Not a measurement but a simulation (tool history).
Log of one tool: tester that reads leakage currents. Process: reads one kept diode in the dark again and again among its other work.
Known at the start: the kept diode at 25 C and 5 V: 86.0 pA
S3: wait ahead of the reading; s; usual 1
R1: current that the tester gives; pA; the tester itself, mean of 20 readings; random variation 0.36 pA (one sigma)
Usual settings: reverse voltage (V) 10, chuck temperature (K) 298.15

{"run": 1, "day": 0.0, "reverse voltage (V)": 10, "chuck temperature (K)": 298.15, "S3": 1, "R1": 117.74}
{"run": 2, "day": 2.138, "reverse voltage (V)": 10, "chuck temperature (K)": 298.15, "S3": 1, "R1": 118.54}
{"run": 3, "day": 4.133, "reverse voltage (V)": 10, "chuck temperature (K)": 298.15, "S3": 1, "R1": 118.69}
{"run": 4, "day": 5.396, "reverse voltage (V)": 10, "chuck temperature (K)": 298.15, "S3": 2.4, "R1": 115.74}
{"run": 5, "day": 6.592, "reverse voltage (V)": 8, "chuck temperature (K)": 298.15, "S3": 1, "R1": 107.56}
{"run": 6, "day": 7.617, "reverse voltage (V)": 8, "chuck temperature (K)": 298.15, "S3": 1, "R1": 107.11}
{"run": 7, "day": 8.788, "reverse voltage (V)": 8, "chuck temperature (K)": 298.15, "S3": 1, "R1": 107.2}
{"run": 8, "day": 10.392, "reverse voltage (V)": 8, "chuck temperature (K)": 298.15, "S3": 1, "R1": 107.65}
{"run": 9, "day": 11.875, "reverse voltage (V)": 8, "chuck temperature (K)": 298.15, "S3": 1, "R1": 106.99}
{"run": 10, "day": 13.425, "reverse voltage (V)": 8, "chuck temperature (K)": 298.15, "S3": 1, "R1": 107.34}
{"run": 11, "day": 15.475, "reverse voltage (V)": 8, "chuck temperature (K)": 298.15, "S3": 1, "R1": 107.32}
{"run": 12, "day": 16.421, "reverse voltage (V)": 10, "chuck temperature (K)": 310.15, "S3": 1, "R1": 321.92}
{"run": 13, "day": 17.65, "reverse voltage (V)": 10, "chuck temperature (K)": 298.15, "S3": 1, "R1": 118.17}
{"run": 14, "day": 18.854, "reverse voltage (V)": 1.4, "chuck temperature (K)": 298.15, "S3": 0.32, "R1": 52.64}
{"run": 15, "day": 20.062, "reverse voltage (V)": 10, "chuck temperature (K)": 310.15, "S3": 0.39, "R1": 326.68}
{"run": 16, "day": 21.642, "reverse voltage (V)": 18.9, "chuck temperature (K)": 310.15, "S3": 0.61, "R1": 425.01}

Forecast run 17:
{"run": 17, "day": 22.862, "reverse voltage (V)": 18.9, "chuck temperature (K)": 304.15, "S3": 4.17, "R1": "?"}

{"run 17": {"R1": 252.05}}
Without the tool's hidden state the same run would have given R1 252.15 pA.
